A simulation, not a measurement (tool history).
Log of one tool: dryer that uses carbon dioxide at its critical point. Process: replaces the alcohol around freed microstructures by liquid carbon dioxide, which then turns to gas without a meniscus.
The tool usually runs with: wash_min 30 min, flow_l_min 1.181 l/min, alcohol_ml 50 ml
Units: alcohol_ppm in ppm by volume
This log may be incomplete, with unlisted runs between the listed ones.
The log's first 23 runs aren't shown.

run,day,wash_min,flow_l_min,alcohol_ml,hours of work since the filter was changed,hours of work since the purifier's bed was changed,alcohol_ppm
24,14.621,42,1.51,68,48,519,36
25,15.275,42,1.51,68,57,528,53
26,15.683,42,1.51,68,62,533,41
27,16.367,42,1.51,68,71,542,35
28,17.271,40,0.84,68,83,554,64
29,17.9,27,1.01,21,91,562,56
30,18.329,27,1.01,21,97,568,61
31,18.717,30,1.91,22,102,573,42
32,19.3,31,1.28,22,110,581,51
33,19.729,31,1.28,22,115,587,50

Branching from run 33: 4 alternative next runs. What would each branch give?
A,20.671,30,1.38,50,128,599,?
B,20.671,44,1.43,33,128,599,?
C,20.671,26,1.81,61,128,599,?
D,20.671,31,1.28,22,128,599,?

run,alcohol_ppm
A,52
B,48
C,46
D,51
What these runs would have given with no unlogged condition in the tool:
run,alcohol_ppm
A,8
B,5
C,3
D,7

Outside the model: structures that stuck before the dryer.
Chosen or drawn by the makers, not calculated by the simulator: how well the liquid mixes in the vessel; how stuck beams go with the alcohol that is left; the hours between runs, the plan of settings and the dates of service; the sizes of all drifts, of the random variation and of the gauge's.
